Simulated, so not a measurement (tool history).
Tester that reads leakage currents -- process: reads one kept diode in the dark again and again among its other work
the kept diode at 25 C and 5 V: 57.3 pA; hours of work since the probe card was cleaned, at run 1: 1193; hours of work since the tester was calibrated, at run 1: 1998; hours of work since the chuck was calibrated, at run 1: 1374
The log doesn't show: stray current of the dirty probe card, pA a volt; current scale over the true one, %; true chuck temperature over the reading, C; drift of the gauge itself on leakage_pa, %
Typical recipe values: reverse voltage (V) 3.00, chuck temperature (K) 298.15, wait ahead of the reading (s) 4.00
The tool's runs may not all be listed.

run    hour  reverse voltage (V)  chuck temperature (K)  wait ahead of the reading (s)  hours of work since the probe card was cleaned  hours of work since the tester was calibrated  hours of work since the chuck was calibrated  current that the tester gives (pA)
  1     0.0                 3.00                 298.15                           4.00                                            1193                                           1998                                          1374                               39.22
  2    99.1                 3.00                 310.15                           4.00                                            1266                                           2071                                          1446                              109.04
  3   224.5                 3.00                 298.15                           4.00                                            1358                                           2163                                          1539                               38.64
  4   281.8                 3.00                 298.15                           4.00                                            1400                                           2206                                          1581                               38.57
  5   368.3                 3.00                 298.15                           4.00                                            1464                                           2269                                          1645                               38.45
      405.7  -- chuck's temperature calibrated
  6   471.4                 3.00                 307.15                           4.00                                            1538                                           2344                                            48                               98.56
  7   570.8                 1.89                 314.15                           4.00                                            1612                                           2417                                           122                              135.66
  8   648.1                 2.68                 296.15                           4.00                                            1669                                           2474                                           179                               35.61
  9   770.8                 3.23                 297.15                           4.00                                            1759                                           2564                                           269                               42.95
 10   867.7                 9.19                 295.15                           6.99                                            1830                                           2636                                           340                               66.43
      955.6  -- tester calibrated
 11   979.5                 2.42                 323.15                           1.45                                            1911                                             18                                           421                              313.06
 12  1074.7                18.99                 312.15                           0.31                                            1981                                             88                                           491                              416.17

How the hidden state differs across the entries between the runs, from the last listed run before each to the first after it:
In the gap between runs 5 and 6: chuck's temperature calibrated (hour 405.7)
  stray current of the dirty probe card, pA a volt: 0.773 -> 0.808; current scale over the true one, %: -1.1 -> -1.15; true chuck temperature over the reading, C: -1.96 -> -0.02
  what was measured, less what the result would be without the hidden state, current that the tester gives (pA): -5.35 -> +1.03
In the gap between runs 10 and 11: tester calibrated (hour 955.6)
  stray current of the dirty probe card, pA a volt: 0.954 -> 0.996; current scale over the true one, %: -1.3 -> -0.08; true chuck temperature over the reading, C: -0.36 -> -0.45
  what was measured, less what the result would be without the hidden state, current that the tester gives (pA): +5.75 -> -8.92

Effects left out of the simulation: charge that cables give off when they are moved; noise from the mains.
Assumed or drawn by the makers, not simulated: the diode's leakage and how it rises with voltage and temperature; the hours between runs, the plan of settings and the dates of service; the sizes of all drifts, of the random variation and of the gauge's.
